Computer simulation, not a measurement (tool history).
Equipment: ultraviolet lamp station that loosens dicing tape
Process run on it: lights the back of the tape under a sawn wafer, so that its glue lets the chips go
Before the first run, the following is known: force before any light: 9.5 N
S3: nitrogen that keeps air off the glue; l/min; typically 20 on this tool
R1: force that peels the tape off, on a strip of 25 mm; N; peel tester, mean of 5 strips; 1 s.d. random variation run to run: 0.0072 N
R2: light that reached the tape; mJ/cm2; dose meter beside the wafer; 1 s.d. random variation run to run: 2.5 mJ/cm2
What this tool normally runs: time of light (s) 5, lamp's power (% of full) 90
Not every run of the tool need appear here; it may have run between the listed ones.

Run 1, day 0: usual settings. Result: R1 0.383 N, R2 214 mJ/cm2.
Run 2, day 1.138: usual settings. Result: R1 0.414 N, R2 211 mJ/cm2.
Run 3, day 2.908: usual settings but time of light (s) 2. Result: R1 2.187 N, R2 84 mJ/cm2.
Run 4, day 4.992: usual settings but time of light (s) 9. Result: R1 0.238 N, R2 365 mJ/cm2.
Run 5, day 7.075: usual settings but S3 24 l/min. Result: R1 0.401 N, R2 191 mJ/cm2.
Run 6, day 8.142: usual settings but S3 24 l/min. Result: R1 0.41 N, R2 191 mJ/cm2.
Run 7, day 10.133: usual settings but S3 15 l/min. Result: R1 0.806 N, R2 160 mJ/cm2.
Run 8, day 12.033: usual settings but time of light (s) 3. Result: R1 1.165 N, R2 124 mJ/cm2.
Run 9, day 13.921: usual settings but time of light (s) 3. Result: R1 1.186 N, R2 122 mJ/cm2.
Run 10, day 15.442: usual settings but time of light (s) 3. Result: R1 1.234 N, R2 117 mJ/cm2.
Run 11, day 17.012: usual settings but lamp's power (% of full) 70. Result: R1 0.766 N, R2 148 mJ/cm2.
Run 12, day 18.758: usual settings but lamp's power (% of full) 70. Result: R1 0.812 N, R2 146 mJ/cm2.
Run 13, day 20.7: usual settings but lamp's power (% of full) 70. Result: R1 0.388 N, R2 211 mJ/cm2.
Run 14, day 22.496: usual settings. Result: R1 0.296 N, R2 269 mJ/cm2.
Run 15, day 23.962: usual settings. Result: R1 0.283 N, R2 259 mJ/cm2.
Run 16, day 25.9: usual settings. Result: R1 0.296 N, R2 260 mJ/cm2.
Run 17, day 26.946: usual settings. Result: R1 0.298 N, R2 254 mJ/cm2.
Run 18, day 27.938: usual settings but time of light (s) 4. Result: R1 0.452 N, R2 199 mJ/cm2.
Run 19, day 29.775: usual settings but time of light (s) 4. Result: R1 0.45 N, R2 195 mJ/cm2.
Run 20, day 32.054: usual settings but time of light (s) 4. Result: R1 0.469 N, R2 191 mJ/cm2.
Run 21, day 33.55: usual settings but time of light (s) 4. Result: R1 0.497 N, R2 186 mJ/cm2.
Run 22, day 34.733: usual settings but time of light (s) 4. Result: R1 0.531 N, R2 184 mJ/cm2.
Run 23, day 36.112: usual settings but time of light (s) 9, S3 9 l/min. Result: R1 0.257 N, R2 408 mJ/cm2.
Run 24, day 37.071: usual settings but time of light (s) 4, lamp's power (% of full) 68, S3 9 l/min. Result: R1 1.639 N, R2 134 mJ/cm2.
Run 25, day 38.829: usual settings but time of light (s) 4, lamp's power (% of full) 67, S3 23 l/min. Result: R1 0.911 N, R2 126 mJ/cm2.
Run 26, day 40.05: usual settings but time of light (s) 4, lamp's power (% of full) 67, S3 14 l/min. Result: R1 1.355 N, R2 129 mJ/cm2.
Run 27, day 42.183: usual settings but time of light (s) 4, lamp's power (% of full) 67, S3 14 l/min. Result: R1 1.443 N, R2 125 mJ/cm2.
Run 28, day 44.458: usual settings but time of light (s) 7, lamp's power (% of full) 66, S3 12 l/min. Result: R1 0.598 N, R2 209 mJ/cm2.
Run 29, day 45.575: usual settings but lamp's power (% of full) 75. Result: R1 0.637 N, R2 169 mJ/cm2.
Run 30, day 47.438: usual settings but lamp's power (% of full) 79, S3 8 l/min. Result: R1 0.884 N, R2 204 mJ/cm2.
Run 31, day 49.208: usual settings but lamp's power (% of full) 77, S3 10 l/min. Result: R1 0.796 N, R2 188 mJ/cm2.
Run 32, day 51.342: usual settings but lamp's power (% of full) 77, S3 10 l/min. Result: R1 0.857 N, R2 190 mJ/cm2.
Run 33, day 52.321: usual settings but time of light (s) 2. Result: R1 2.11 N, R2 87 mJ/cm2.
Run 34, day 53.246: usual settings but lamp's power (% of full) 62, S3 27 l/min. Result: R1 0.684 N, R2 146 mJ/cm2.
Run 35, day 55.05: usual settings but lamp's power (% of full) 62, S3 29 l/min. Result: R1 0.385 N, R2 188 mJ/cm2.
Run 36, day 56.604: usual settings but lamp's power (% of full) 64. Result: R1 0.489 N, R2 188 mJ/cm2.
Run 37, day 58.1: usual settings but S3 25 l/min. Result: R1 0.247 N, R2 265 mJ/cm2.
Run 38, day 59.979: usual settings but time of light (s) 2, S3 10 l/min. Result: R1 2.374 N, R2 101 mJ/cm2.
Run 39, day 61.617: usual settings but time of light (s) 4, lamp's power (% of full) 98. Result: R1 0.361 N, R2 223 mJ/cm2.
Run 40, day 63.75: usual settings but time of light (s) 2, S3 12 l/min. Result: R1 2.259 N, R2 97 mJ/cm2.
Run 41, day 65.412: usual settings but time of light (s) 8, lamp's power (% of full) 84, S3 34 l/min. Result: R1 0.223 N, R2 362 mJ/cm2.
Run 42, day 67.475: usual settings but lamp's power (% of full) 64, S3 17 l/min. Result: R1 0.715 N, R2 172 mJ/cm2.

Put back what was entered between runs (5 entries, withheld): which listed runs does each sit between, and how does the hidden state differ from the listed run before to the listed run after?
Run 6 -> run 7: window cleaned of glue's vapour (day 10.121)
  lamp's light, % of a new lamp's: 77.9 -> 76.8; light that the window lets through, % of a clean one's: 84.3 -> 71.9
  difference, measured minus the result without the unlogged condition, R1: +0.163 -> +0.521 N; R2: -101 -> -131 mJ/cm2
Run 7 -> run 8: lamp changed (day 10.417)
  lamp's light, % of a new lamp's: 76.8 -> 98.1; light that the window lets through, % of a clean one's: 71.9 -> 70.9
  difference, measured minus the result without the unlogged condition, R1: +0.521 -> +0.597 N; R2: -131 -> -53 mJ/cm2
Run 12 -> run 13: window cleaned of glue's vapour, once more (day 18.996)
  lamp's light, % of a new lamp's: 94.6 -> 93.5; light that the window lets through, % of a clean one's: 67 -> 98.9
  difference, measured minus the result without the unlogged condition, R1: +0.473 -> +0.047 N; R2: -83 -> -17 mJ/cm2
Run 29 -> run 30: window cleaned of glue's vapour (day 47.296)
  lamp's light, % of a new lamp's: 80.4 -> 79.4; light that the window lets through, % of a clean one's: 84.5 -> 98.9
  difference, measured minus the result without the unlogged condition, R1: +0.312 -> +0.338 N; R2: -78 -> -55 mJ/cm2
Run 34 -> run 35: lamp changed (day 53.725)
  lamp's light, % of a new lamp's: 76.2 -> 98.4; light that the window lets through, % of a clean one's: 95.4 -> 94.4
  difference, measured minus the result without the unlogged condition, R1: +0.305 -> +0.044 N; R2: -55 -> -14 mJ/cm2
